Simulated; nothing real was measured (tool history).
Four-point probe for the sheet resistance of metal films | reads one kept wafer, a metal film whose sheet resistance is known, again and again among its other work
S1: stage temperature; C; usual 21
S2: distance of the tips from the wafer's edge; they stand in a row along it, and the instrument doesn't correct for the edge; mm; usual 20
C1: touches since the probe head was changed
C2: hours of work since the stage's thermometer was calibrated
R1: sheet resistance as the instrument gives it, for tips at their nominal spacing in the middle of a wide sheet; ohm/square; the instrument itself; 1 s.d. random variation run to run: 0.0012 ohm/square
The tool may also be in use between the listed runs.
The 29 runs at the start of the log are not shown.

run,day,S1,S2,C1,C2,R1
30,87.575,20,6,118323,1065,5.945967
31,89.429,20,6,119775,1084,5.942365
32,91.533,23,4,121424,1106,6.034192
33,95.492,30,10,124522,1148,5.838128
34,97.425,31,48,126036,1168,5.803850
35,100.817,18,19,128693,1203,5.879235
36,104.775,20,10,131793,1245,5.893047
37,108.692,28,36,134859,1286,5.821955
38,111.096,28,50,136744,1311,5.821924
39,114.750,31,20,139604,1349,5.810425
40,118.554,22,54,142585,1389,5.855076
41,121.729,22,54,145069,1422,5.853983
42,124.600,33,54,147320,1453,5.798115
43,128.879,22,36,150669,1497,5.857930
44,131.858,31,4,153002,1529,5.998676

What if the next run were any one of these 5? Each begins from the tool's condition after run 44:
A,134.475,34,36,155050,1556,?
B,134.475,31,11,155050,1556,?
C,134.475,31,13,155050,1556,?
D,134.475,23,19,155050,1556,?
E,134.475,32,56,155050,1556,?

run,R1
A,5.795482
B,5.832797
C,5.826484
D,5.859001
E,5.805100
Had the tool no hidden state, the same runs would have come out as:
run,R1
A,5.760703
B,5.797759
C,5.791481
D,5.823678
E,5.770233
